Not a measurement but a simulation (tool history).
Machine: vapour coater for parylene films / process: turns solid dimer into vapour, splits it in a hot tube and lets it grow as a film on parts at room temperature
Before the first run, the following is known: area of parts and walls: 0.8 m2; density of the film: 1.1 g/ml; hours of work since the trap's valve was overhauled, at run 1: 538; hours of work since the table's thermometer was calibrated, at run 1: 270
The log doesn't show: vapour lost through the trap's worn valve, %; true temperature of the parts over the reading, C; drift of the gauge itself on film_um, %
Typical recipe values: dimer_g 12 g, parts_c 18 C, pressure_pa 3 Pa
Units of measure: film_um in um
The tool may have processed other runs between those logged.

run,hour,dimer_g,parts_c,pressure_pa,hours of work since the trap's valve was overhauled,hours of work since the table's thermometer was calibrated,film_um
1,0,12,18,3,538,270,9.79
2,37.8,7,18,3,562,294,5.77
3,63.8,7,18,3,578,310,5.76
4,94.5,7,18,3,597,330,5.69
5,114.7,7,18,3,610,343,5.77
6,153,7,18,3,635,367,5.69
7,180,12,18,3,652,384,9.76
8,209.1,12,18,3,670,402,9.68
# hour 235.5: trap's valve overhauled
9,242,12,18,3,4,421,10.02
10,280.8,12,18,3,29,445,9.82
11,318.4,12,18,8.12,53,469,9.06
12,352.3,12,18,8.12,74,491,9.2
13,386.3,12,18,3,96,512,9.82
14,420.5,12,20,3,117,534,9.5
15,457.4,12,20,3,141,557,9.46
16,480.8,12,10,3,155,572,11.68
17,499.4,12,10,3,167,584,11.78
18,536.2,12,17,3,191,607,10.11
19,558.8,12,17,3,205,622,10.07
20,582.8,12,17,3,220,637,10.05
21,607.7,12,16,3,236,653,10.33
22,640.1,12,16,3,256,673,10.3
23,663,12,17,3,271,688,10.24
24,683.7,12,14,2,284,701,11.24
25,706.2,8,11,2.86,298,715,7.71
26,728.5,10,18,3.57,312,729,8.08
27,767.7,13,27,3.57,337,754,8.71
28,801,12,17,2.8,358,775,10.13
29,819.6,12,17,2.8,370,787,10.19
30,838.6,9,13,2.8,382,799,8.22
31,875.2,9,13,2.8,406,822,8.27
32,911.2,9,13,2.8,428,845,8.35
33,941.8,14,18,5.77,448,864,11.05
34,973.5,14,18,5.77,468,885,11.02
35,1006,9,23,2.19,488,905,6.72
36,1040.4,12,18,4.66,510,927,9.62
37,1070.8,16,15,3.52,530,946,13.85
# hour 1096.6: table's thermometer calibrated
38,1096.6,16,15,3.52,545,0,13.88
39,1132,6,15,3.52,568,22,5.2
40,1167.8,17,20,11.35,590,45,11.86
41,1192.1,17,20,11.35,606,61,11.75
42,1231.8,17,23,7.01,631,86,11.73
43,1259.4,17,23,7.01,648,103,11.48
44,1292.8,17,23,7.01,670,124,11.48
# hour 1321.3: trap's valve overhauled
45,1324.3,17,23,7.01,2,142,11.82
46,1357.2,15,20,3,23,163,11.79

What differs in the tool's unlogged condition from the final listed run ahead of each entry between runs to the first listed run following it?
Logged between run 8 and run 9: trap's valve overhauled (hour 235.5)
  vapour lost through the trap's worn valve, %: 0.6 -> 0
Logged between run 37 and run 38: table's thermometer calibrated (hour 1096.6)
  true temperature of the parts over the reading, C: 0.05 -> 0
Logged between run 44 and run 45: trap's valve overhauled (hour 1321.3)
  vapour lost through the trap's worn valve, %: 0.6 -> 0
